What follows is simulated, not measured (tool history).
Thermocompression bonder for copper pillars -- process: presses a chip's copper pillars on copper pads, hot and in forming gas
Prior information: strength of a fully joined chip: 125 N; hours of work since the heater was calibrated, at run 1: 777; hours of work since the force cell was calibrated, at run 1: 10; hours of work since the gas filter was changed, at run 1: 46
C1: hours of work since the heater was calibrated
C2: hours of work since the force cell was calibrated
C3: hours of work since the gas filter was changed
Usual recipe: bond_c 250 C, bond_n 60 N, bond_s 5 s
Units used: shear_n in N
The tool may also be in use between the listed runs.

run 1 hour=0 | bond_c=250 bond_n=60 bond_s=5 | C1=777 C2=10 C3=46 | shear_n=66.1
run 2 hour=8.7 | bond_c=250 bond_n=69 bond_s=5 | C1=782 C2=14 C3=50 | shear_n=73.6
run 3 hour=17.7 | bond_c=250 bond_n=69 bond_s=5 | C1=786 C2=19 C3=55 | shear_n=72.4
run 4 hour=23.8 | bond_c=250 bond_n=60 bond_s=5 | C1=789 C2=22 C3=58 | shear_n=65.6
run 5 hour=31.8 | bond_c=250 bond_n=60 bond_s=5 | C1=793 C2=26 C3=62 | shear_n=66.7
run 6 hour=38.7 | bond_c=250 bond_n=60 bond_s=5 | C1=796 C2=29 C3=65 | shear_n=65.1
run 7 hour=43.5 | bond_c=250 bond_n=80 bond_s=5 | C1=799 C2=31 C3=67 | shear_n=79.8
run 8 hour=50.2 | bond_c=250 bond_n=80 bond_s=5 | C1=802 C2=35 C3=71 | shear_n=77.2
run 9 hour=57.5 | bond_c=250 bond_n=40 bond_s=12 | C1=806 C2=38 C3=74 | shear_n=65.5
run 10 hour=65.4 | bond_c=250 bond_n=40 bond_s=12 | C1=810 C2=42 C3=78 | shear_n=64.7
run 11 hour=73.1 | bond_c=250 bond_n=40 bond_s=12 | C1=813 C2=46 C3=82 | shear_n=63.9
run 12 hour=80.1 | bond_c=226 bond_n=48 bond_s=5 | C1=817 C2=49 C3=85 | shear_n=35.2
run 13 hour=85.2 | bond_c=226 bond_n=48 bond_s=5 | C1=819 C2=52 C3=88 | shear_n=36.2
run 14 hour=93.2 | bond_c=233 bond_n=63 bond_s=5 | C1=823 C2=56 C3=92 | shear_n=52.3
run 15 hour=98.8 | bond_c=250 bond_n=37 bond_s=3 | C1=826 C2=58 C3=95 | shear_n=35.2

Forecast run 16:
run 16 hour=107.4 | bond_c=250 bond_n=37 bond_s=3 | C1=830 C2=63 C3=99 | shear_n=?

shear_n: 35.7 N
With no hidden state in the tool, this same run would have given shear_n 32.9 N.
